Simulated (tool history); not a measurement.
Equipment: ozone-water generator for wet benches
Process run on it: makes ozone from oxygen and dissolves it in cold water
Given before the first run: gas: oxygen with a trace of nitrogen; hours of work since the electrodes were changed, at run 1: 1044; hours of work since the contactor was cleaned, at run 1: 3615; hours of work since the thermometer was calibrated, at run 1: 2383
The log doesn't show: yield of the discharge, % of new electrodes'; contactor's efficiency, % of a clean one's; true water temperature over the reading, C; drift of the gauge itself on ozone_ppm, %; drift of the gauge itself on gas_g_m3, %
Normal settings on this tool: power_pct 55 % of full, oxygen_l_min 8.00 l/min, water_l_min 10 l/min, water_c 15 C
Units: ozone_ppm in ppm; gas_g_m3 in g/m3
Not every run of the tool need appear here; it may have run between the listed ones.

run	hour	power_pct	oxygen_l_min	water_l_min	water_c	hours of work since the electrodes were changed	hours of work since the contactor was cleaned	hours of work since the thermometer was calibrated	ozone_ppm	gas_g_m3
1	0.0	55	8.00	10	15	1044	3615	2383	36.7	192.4
2	24.8	55	8.00	10	15	1068	3640	2407	37.1	191.5
3	51.9	55	8.00	10	8	1095	3666	2434	42.7	192.4
4	68.9	55	8.00	10	15	1111	3683	2450	36.9	193.4
5	85.6	55	8.00	10	15	1127	3699	2467	36.8	192.6
6	107.1	55	8.00	10	15	1148	3720	2488	37.1	191.4
7	126.5	55	8.00	10	15	1167	3739	2507	37.3	193.4
8	146.9	55	8.00	10	15	1187	3759	2526	37.1	193.5
9	187.7	55	8.00	9	15	1227	3798	2566	38.6	190.5
10	215.0	64	8.00	10	15	1254	3825	2593	40.1	212.1
11	252.6	83	8.00	7	15	1290	3862	2630	56.8	246.5
12	282.9	89	8.00	7	15	1320	3891	2659	59.1	257.2
13	319.3	89	8.00	7	15	1355	3927	2694	58.9	259.3
14	359.1	55	8.85	9	17	1394	3965	2733	36.6	185.6

Run 15 has not been measured yet. What should we expect?
15	377.9	55	8.85	9	17	1412	3984	2752	?	?

Run 15 gave ozone_ppm 36.8 ppm, gas_g_m3 185.5 g/m3.
Without the tool's hidden state the same run would have given ozone_ppm 39.5 ppm, gas_g_m3 189.7 g/m3.

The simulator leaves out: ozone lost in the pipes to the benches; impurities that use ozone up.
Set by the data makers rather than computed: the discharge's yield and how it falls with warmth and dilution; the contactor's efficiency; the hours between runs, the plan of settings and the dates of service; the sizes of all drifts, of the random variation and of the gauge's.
